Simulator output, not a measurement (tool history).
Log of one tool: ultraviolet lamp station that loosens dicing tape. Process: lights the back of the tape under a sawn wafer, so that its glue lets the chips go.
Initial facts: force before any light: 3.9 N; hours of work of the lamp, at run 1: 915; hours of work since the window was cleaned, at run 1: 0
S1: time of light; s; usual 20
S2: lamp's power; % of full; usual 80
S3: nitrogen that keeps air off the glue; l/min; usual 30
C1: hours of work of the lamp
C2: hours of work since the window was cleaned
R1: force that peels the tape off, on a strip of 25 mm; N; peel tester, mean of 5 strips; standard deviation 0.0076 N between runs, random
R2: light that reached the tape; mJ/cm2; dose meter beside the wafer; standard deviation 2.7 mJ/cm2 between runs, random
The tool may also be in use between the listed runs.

| run | hour | S1 | S2 | S3 | C1 | C2 | R1 | R2 |
|---|---|---|---|---|---|---|---|---|
| 1 | 0.0 | 20 | 80 | 30 | 915 | 0 | 0.273 | 374 |
| 2 | 43.9 | 20 | 66 | 30 | 948 | 32 | 0.415 | 312 |
| 3 | 106.4 | 20 | 66 | 30 | 994 | 78 | 0.415 | 312 |
| 4 | 166.1 | 20 | 66 | 30 | 1038 | 122 | 0.407 | 306 |
| 5 | 213.0 | 20 | 66 | 30 | 1072 | 157 | 0.427 | 310 |
| 6 | 275.6 | 20 | 80 | 48 | 1118 | 203 | 0.228 | 380 |
| 7 | 335.3 | 20 | 80 | 48 | 1162 | 247 | 0.222 | 377 |
|  | 386.7 | lamp changed |
| 8 | 404.9 | 20 | 80 | 48 | 13 | 298 | 0.228 | 376 |
| 9 | 435.6 | 20 | 80 | 30 | 36 | 320 | 0.284 | 379 |
| 10 | 482.0 | 20 | 80 | 30 | 70 | 355 | 0.286 | 379 |
| 11 | 551.9 | 20 | 80 | 30 | 122 | 406 | 0.285 | 381 |
| 12 | 624.1 | 20 | 80 | 30 | 175 | 459 | 0.286 | 379 |
|  | 661.3 | window cleaned of glue's vapour |
| 13 | 673.1 | 20 | 80 | 30 | 211 | 9 | 0.294 | 379 |
| 14 | 714.8 | 20 | 80 | 30 | 241 | 39 | 0.299 | 375 |
| 15 | 757.5 | 11 | 80 | 19 | 273 | 71 | 0.941 | 204 |
| 16 | 829.6 | 11 | 80 | 30 | 326 | 124 | 0.808 | 212 |
| 17 | 875.8 | 11 | 80 | 30 | 360 | 158 | 0.793 | 202 |
| 18 | 911.3 | 11 | 61 | 21 | 386 | 184 | 1.305 | 155 |
| 19 | 977.3 | 11 | 61 | 21 | 435 | 233 | 1.277 | 161 |
| 20 | 1052.2 | 11 | 70 | 21 | 490 | 288 | 1.162 | 182 |
| 21 | 1089.4 | 20 | 67 | 30 | 517 | 315 | 0.413 | 316 |
| 22 | 1128.0 | 38 | 78 | 13 | 546 | 344 | 0.168 | 696 |
| 23 | 1178.9 | 20 | 97 | 30 | 583 | 381 | 0.208 | 460 |
| 24 | 1250.4 | 16 | 64 | 45 | 636 | 434 | 0.539 | 241 |
| 25 | 1310.1 | 16 | 64 | 45 | 680 | 478 | 0.523 | 237 |

Each row is a separate what-if for the run after 25, all from the same tool condition, not one after another. Results?
|  | 1320.3 | window cleaned of glue's vapour |
| A | 1341.5 | 26 | 100 | 11 | 703 | 16 | ? | ? |
|  | 1320.3 | window cleaned of glue's vapour |
| B | 1341.5 | 15 | 80 | 23 | 703 | 16 | ? | ? |
|  | 1320.3 | window cleaned of glue's vapour |
| C | 1341.5 | 12 | 74 | 11 | 703 | 16 | ? | ? |
|  | 1320.3 | window cleaned of glue's vapour |
| D | 1341.5 | 22 | 64 | 31 | 703 | 16 | ? | ? |
|  | 1320.3 | window cleaned of glue's vapour |
| E | 1341.5 | 39 | 87 | 19 | 703 | 16 | ? | ? |

| run | R1 | R2 |
|---|---|---|
| A | 0.216 | 611 |
| B | 0.565 | 286 |
| C | 1.187 | 210 |
| D | 0.360 | 330 |
| E | 0.138 | 796 |
Without the tool's hidden state the same runs would have given:
| run | R1 | R2 |
|---|---|---|
| A | 0.216 | 612 |
| B | 0.564 | 286 |
| C | 1.186 | 210 |
| D | 0.359 | 330 |
| E | 0.138 | 797 |
